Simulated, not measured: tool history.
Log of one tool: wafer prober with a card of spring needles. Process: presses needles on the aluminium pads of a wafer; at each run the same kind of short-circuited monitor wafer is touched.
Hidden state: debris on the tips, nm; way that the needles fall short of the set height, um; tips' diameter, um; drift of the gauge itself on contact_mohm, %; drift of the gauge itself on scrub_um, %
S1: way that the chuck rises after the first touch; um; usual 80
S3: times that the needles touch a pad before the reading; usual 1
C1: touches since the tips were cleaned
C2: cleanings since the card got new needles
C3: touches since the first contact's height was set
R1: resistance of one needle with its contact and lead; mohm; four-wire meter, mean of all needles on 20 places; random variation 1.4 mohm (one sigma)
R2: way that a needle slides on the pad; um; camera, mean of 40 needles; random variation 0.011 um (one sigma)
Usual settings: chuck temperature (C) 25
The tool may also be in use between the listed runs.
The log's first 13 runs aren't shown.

{"hour": 336.5, "done": "tips cleaned on abrasive film"}
{"hour": 357.1, "done": "tips cleaned on abrasive film"}
{"run": 14, "hour": 364.0, "S1": 80, "chuck temperature (C)": 25, "S3": 1, "C1": 3217, "C2": 84, "C3": 23153, "R1": 119, "R2": 13.61}
{"hour": 376.4, "done": "tips cleaned on abrasive film"}
{"hour": 396.1, "done": "tips cleaned on abrasive film"}
{"run": 15, "hour": 397.2, "S1": 80, "chuck temperature (C)": 25, "S3": 1, "C1": 539, "C2": 86, "C3": 38567, "R1": 119, "R2": 13.61}
{"hour": 415.6, "done": "tips cleaned on abrasive film"}
{"hour": 434.4, "done": "tips cleaned on abrasive film"}
{"run": 16, "hour": 434.4, "S1": 82, "chuck temperature (C)": 25, "S3": 1, "C1": 0, "C2": 88, "C3": 55823, "R1": 119, "R2": 13.95}
{"hour": 453.6, "done": "tips cleaned on abrasive film"}
{"run": 17, "hour": 468.7, "S1": 87, "chuck temperature (C)": 102, "S3": 1, "C1": 7070, "C2": 89, "C3": 71787, "R1": 129, "R2": 14.8}
{"hour": 472.2, "done": "tips cleaned on abrasive film"}
{"hour": 492.0, "done": "tips cleaned on abrasive film"}
{"run": 18, "hour": 497.6, "S1": 87, "chuck temperature (C)": 93, "S3": 1, "C1": 2595, "C2": 91, "C3": 85164, "R1": 127, "R2": 14.82}
{"hour": 512.8, "done": "tips cleaned on abrasive film"}
{"hour": 524.7, "done": "height of the first contact set anew"}
{"run": 19, "hour": 526.5, "S1": 81, "chuck temperature (C)": 80, "S3": 1, "C1": 6247, "C2": 92, "C3": 848, "R1": 125, "R2": 13.81}
{"hour": 532.7, "done": "tips cleaned on abrasive film"}
{"hour": 553.8, "done": "tips cleaned on abrasive film"}
{"run": 20, "hour": 554.7, "S1": 64, "chuck temperature (C)": 80, "S3": 1, "C1": 464, "C2": 94, "C3": 13931, "R1": 133, "R2": 10.89}
{"hour": 573.7, "done": "tips cleaned on abrasive film"}
{"run": 21, "hour": 574.8, "S1": 64, "chuck temperature (C)": 80, "S3": 1, "C1": 506, "C2": 95, "C3": 23222, "R1": 130, "R2": 10.92}
{"hour": 592.7, "done": "tips cleaned on abrasive film"}
{"run": 22, "hour": 604.7, "S1": 64, "chuck temperature (C)": 80, "S3": 1, "C1": 5604, "C2": 96, "C3": 37157, "R1": 131, "R2": 10.87}
{"hour": 613.9, "done": "tips cleaned on abrasive film"}
{"hour": 633.4, "done": "tips cleaned on abrasive film"}
{"run": 23, "hour": 647.1, "S1": 68, "chuck temperature (C)": 71, "S3": 1, "C1": 6385, "C2": 98, "C3": 56801, "R1": 132, "R2": 11.58}
{"hour": 653.7, "done": "tips cleaned on abrasive film"}
{"hour": 672.8, "done": "tips cleaned on abrasive film"}
{"run": 24, "hour": 677.0, "S1": 89, "chuck temperature (C)": 27, "S3": 2, "C1": 1926, "C2": 100, "C3": 70655, "R1": 119, "R2": 15.14}
{"hour": 691.2, "done": "tips cleaned on abrasive film"}
{"hour": 709.8, "done": "tips cleaned on abrasive film"}
{"run": 25, "hour": 711.2, "S1": 89, "chuck temperature (C)": 31, "S3": 3, "C1": 661, "C2": 102, "C3": 86551, "R1": 117, "R2": 15.15}
{"hour": 730.2, "done": "tips cleaned on abrasive film"}
{"hour": 734.0, "done": "height of the first contact set anew"}
{"run": 26, "hour": 734.8, "S1": 67, "chuck temperature (C)": 65, "S3": 1, "C1": 2020, "C2": 103, "C3": 350, "R1": 127, "R2": 11.4}
{"hour": 748.8, "done": "tips cleaned on abrasive film"}
{"run": 27, "hour": 766.9, "S1": 70, "chuck temperature (C)": 25, "S3": 2, "C1": 8450, "C2": 104, "C3": 15298, "R1": 122, "R2": 11.94}
{"hour": 770.4, "done": "tips cleaned on abrasive film"}
{"hour": 789.3, "done": "tips cleaned on abrasive film"}
{"run": 28, "hour": 801.6, "S1": 71, "chuck temperature (C)": 31, "S3": 2, "C1": 5769, "C2": 106, "C3": 31394, "R1": 122, "R2": 12.06}
{"hour": 809.5, "done": "tips cleaned on abrasive film"}
{"hour": 830.1, "done": "tips cleaned on abrasive film"}
{"run": 29, "hour": 831.3, "S1": 61, "chuck temperature (C)": 31, "S3": 2, "C1": 521, "C2": 108, "C3": 45110, "R1": 124, "R2": 10.38}
{"hour": 849.5, "done": "tips cleaned on abrasive film"}
{"run": 30, "hour": 860.3, "S1": 61, "chuck temperature (C)": 42, "S3": 2, "C1": 5025, "C2": 109, "C3": 58620, "R1": 125, "R2": 10.38}

5 ways to go on from here, each from the tool as it stands after run 30. What would each give?
{"hour": 869.5, "done": "tips cleaned on abrasive film"}
{"run": "A", "hour": 887.4, "S1": 71, "chuck temperature (C)": 34, "S3": 1, "C1": 8317, "C2": 110, "C3": 71187, "R1": "?", "R2": "?"}
{"hour": 869.5, "done": "tips cleaned on abrasive film"}
{"run": "B", "hour": 887.4, "S1": 67, "chuck temperature (C)": 25, "S3": 2, "C1": 8317, "C2": 110, "C3": 71187, "R1": "?", "R2": "?"}
{"hour": 869.5, "done": "tips cleaned on abrasive film"}
{"run": "C", "hour": 887.4, "S1": 90, "chuck temperature (C)": 60, "S3": 2, "C1": 8317, "C2": 110, "C3": 71187, "R1": "?", "R2": "?"}
{"hour": 869.5, "done": "tips cleaned on abrasive film"}
{"run": "D", "hour": 887.4, "S1": 80, "chuck temperature (C)": 50, "S3": 1, "C1": 8317, "C2": 110, "C3": 71187, "R1": "?", "R2": "?"}
{"hour": 869.5, "done": "tips cleaned on abrasive film"}
{"run": "E", "hour": 887.4, "S1": 61, "chuck temperature (C)": 42, "S3": 1, "C1": 8317, "C2": 110, "C3": 71187, "R1": "?", "R2": "?"}

run=A R1=121 R2=12.09
run=B R1=121 R2=11.41
run=C R1=124 R2=15.30
run=D R1=124 R2=13.61
run=E R1=124 R2=10.38
Without the tool's hidden state the same runs would have given:
run=A R1=120 R2=12.09
run=B R1=120 R2=11.41
run=C R1=124 R2=15.31
run=D R1=123 R2=13.62
run=E R1=124 R2=10.38

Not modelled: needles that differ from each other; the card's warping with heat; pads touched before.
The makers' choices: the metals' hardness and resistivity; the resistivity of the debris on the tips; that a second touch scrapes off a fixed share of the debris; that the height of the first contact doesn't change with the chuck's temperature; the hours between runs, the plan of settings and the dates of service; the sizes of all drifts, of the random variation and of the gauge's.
